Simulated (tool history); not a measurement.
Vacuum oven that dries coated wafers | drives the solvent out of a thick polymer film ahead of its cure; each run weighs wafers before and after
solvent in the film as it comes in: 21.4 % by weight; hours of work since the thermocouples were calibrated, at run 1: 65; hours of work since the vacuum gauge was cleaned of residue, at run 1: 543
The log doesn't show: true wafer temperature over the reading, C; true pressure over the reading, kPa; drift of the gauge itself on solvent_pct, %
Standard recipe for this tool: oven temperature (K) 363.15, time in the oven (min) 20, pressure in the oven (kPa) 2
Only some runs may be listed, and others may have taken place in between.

run	hour	oven temperature (K)	time in the oven (min)	pressure in the oven (kPa)	hours of work since the thermocouples were calibrated	hours of work since the vacuum gauge was cleaned of residue	solvent left in the film (%)
1	0	363.15	20	2	65	543	3.86
2	63.1	363.15	11	2	102	580	7.4
3	132.1	363.15	20	2	143	621	3.96
4	209.9	363.15	20	2	189	667	3.97
5	289.7	363.15	20	2	236	714	3.87
6	356.6	355.15	25	5.31	276	753	6.35
7	402.5	366.15	29	2	303	781	1.62

What does the tool deliver on the next run?
8	474.7	366.15	29	2	345	823	?

Run 8 produced solvent left in the film (%) 1.7.
On a tool with no hidden condition, and with the same random variation, this run would have come out at solvent left in the film (%) 1.69.

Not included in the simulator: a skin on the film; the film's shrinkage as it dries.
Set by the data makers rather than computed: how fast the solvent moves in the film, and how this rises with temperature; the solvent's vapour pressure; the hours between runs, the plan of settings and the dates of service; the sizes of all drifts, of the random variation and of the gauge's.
